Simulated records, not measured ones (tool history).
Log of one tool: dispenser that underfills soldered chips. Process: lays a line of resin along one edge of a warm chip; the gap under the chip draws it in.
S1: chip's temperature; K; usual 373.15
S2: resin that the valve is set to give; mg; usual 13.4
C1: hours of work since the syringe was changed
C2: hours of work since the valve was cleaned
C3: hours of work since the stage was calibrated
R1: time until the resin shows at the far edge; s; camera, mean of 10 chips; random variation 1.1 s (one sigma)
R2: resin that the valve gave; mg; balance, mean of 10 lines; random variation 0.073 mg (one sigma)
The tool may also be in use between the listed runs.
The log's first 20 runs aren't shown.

run,hour,S1,S2,C1,C2,C3,R1,R2
# hour 266.6: new syringe of resin
21,278,370.15,15.6,7,63,111,182.5,14.77
# hour 282.1: new syringe of resin
22,294,378.15,12.2,7,72,121,150.9,11.33
# hour 296.8: new syringe of resin
23,301.8,384.15,13.9,3,77,125,97,12.96
# hour 313: new syringe of resin
24,318.8,358.15,11.6,3,87,135,221.9,10.81
# hour 322.4: dispensing valve cleaned and set on the balance
# hour 329.2: new syringe of resin
25,336,361.15,17,4,8,145,196.8,16.94
# hour 344.3: new syringe of resin
26,350.7,383.15,16.1,4,17,153,104.3,15.99
# hour 360: new syringe of resin
27,368.3,383.15,16.1,5,27,164,110.9,15.77
# hour 375.2: new syringe of resin
28,379,372.15,13.4,2,33,170,126.6,12.96
29,389.1,372.15,13.4,8,40,176,190,13
# hour 390.3: new syringe of resin
30,404.2,387.15,11.6,8,48,185,131.7,11.07
# hour 405.3: new syringe of resin
# hour 420.6: new syringe of resin
31,421.9,387.15,11.6,1,59,196,81.2,11.02
32,433.4,387.15,14.1,8,66,202,121.9,13.35
# hour 436.3: new syringe of resin
33,449.8,387.15,12.8,8,75,212,127.1,12.02
# hour 451.6: new syringe of resin
34,464.3,359.15,11.6,8,84,221,279,10.59

3 ways to go on from here, each from the tool as it stands after run 34. What would each give?
# hour 466.8: new syringe of resin
# hour 472.3: dispensing valve cleaned and set on the balance
A,479.5,369.15,15.9,7,4,229,?,?
# hour 466.8: new syringe of resin
# hour 472.3: dispensing valve cleaned and set on the balance
B,479.5,368.15,15.1,7,4,229,?,?
# hour 466.8: new syringe of resin
# hour 472.3: dispensing valve cleaned and set on the balance
C,479.5,378.15,11.9,7,4,229,?,?

run,R1,R2
A,181.7,15.79
B,190.7,14.94
C,145.2,11.84
Without the tool's hidden state the same runs would have given:
run,R1,R2
A,114.5,15.88
B,120,15.02
C,91.4,11.9
